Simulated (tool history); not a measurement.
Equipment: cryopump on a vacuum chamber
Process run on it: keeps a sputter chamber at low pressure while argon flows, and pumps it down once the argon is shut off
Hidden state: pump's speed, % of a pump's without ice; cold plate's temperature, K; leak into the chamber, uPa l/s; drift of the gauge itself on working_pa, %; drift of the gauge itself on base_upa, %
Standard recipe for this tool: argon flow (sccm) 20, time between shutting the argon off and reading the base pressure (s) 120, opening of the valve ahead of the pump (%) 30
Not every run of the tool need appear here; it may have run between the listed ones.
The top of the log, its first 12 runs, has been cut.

run	hour	argon flow (sccm)	time between shutting the argon off and reading the base pressure (s)	opening of the valve ahead of the pump (%)	hours of work since the pump was warmed up and emptied	hours of work since the cold head was overhauled	hours of work since the chamber's fittings were tightened	pressure while argon flows (Pa)	pressure after the wait (uPa)
13	837.5	38	120	30	895	2096	702	0.0980	0.84
14	924.6	11	120	30	947	2148	754	0.0276	0.82
15	1012.3	11	120	30	999	2200	806	0.0291	0.85
16	1070.1	11	120	30	1034	2235	840	0.0288	0.91
17	1129.7	11	120	30	1069	2270	876	0.0292	0.87
18	1201.5	11	120	30	1112	2313	919	0.0288	0.89
19	1279.9	30	237	18	1158	2360	965	0.1264	0.69
# hour 1350.0: pump warmed up, emptied and cooled again
20	1362.4	30	237	18	7	2406	1012	0.1214	0.63
21	1456.6	27	233	18	64	2462	1068	0.1096	0.69
22	1553.3	16	120	49	121	2519	1125	0.0237	0.93
23	1603.4	12	66	32	151	2549	1155	0.0275	1.21
24	1685.9	19	69	36	200	2598	1204	0.0391	1.24
25	1765.0	25	120	35	247	2646	1251	0.0534	0.90
26	1838.3	26	66	23	291	2689	1295	0.0831	1.27
27	1913.1	26	66	23	335	2734	1340	0.0839	1.37
28	1957.0	12	40	27	362	2760	1366	0.0332	1.72
29	2037.2	12	40	27	409	2808	1413	0.0331	1.78
30	2086.0	11	26	30	438	2837	1442	0.0271	2.35
# hour 2147.0: leaking fittings of the chamber tightened, without venting
31	2173.2	11	26	30	489	2887	16	0.0273	2.04
32	2238.8	8	41	22	528	2927	55	0.0274	1.34
33	2307.8	26	77	30	569	2968	96	0.0651	0.84
34	2354.1	19	43	23	597	2995	123	0.0612	1.30

What if the next run were any one of these 4? Each begins from the tool's condition after run 34:
A	2423.4	26	43	23	638	3036	165	?	?
B	2423.4	19	22	19	638	3036	165	?	?
C	2423.4	16	43	50	638	3036	165	?	?
D	2423.4	13	277	30	638	3036	165	?	?

run	pressure while argon flows (Pa)	pressure after the wait (uPa)
A	0.0850	1.28
B	0.0746	2.37
C	0.0247	1.36
D	0.0329	0.41
Had the tool no hidden state, the same runs would have come out as:
run	pressure while argon flows (Pa)	pressure after the wait (uPa)
A	0.0822	1.20
B	0.0725	2.28
C	0.0230	1.27
D	0.0315	0.32

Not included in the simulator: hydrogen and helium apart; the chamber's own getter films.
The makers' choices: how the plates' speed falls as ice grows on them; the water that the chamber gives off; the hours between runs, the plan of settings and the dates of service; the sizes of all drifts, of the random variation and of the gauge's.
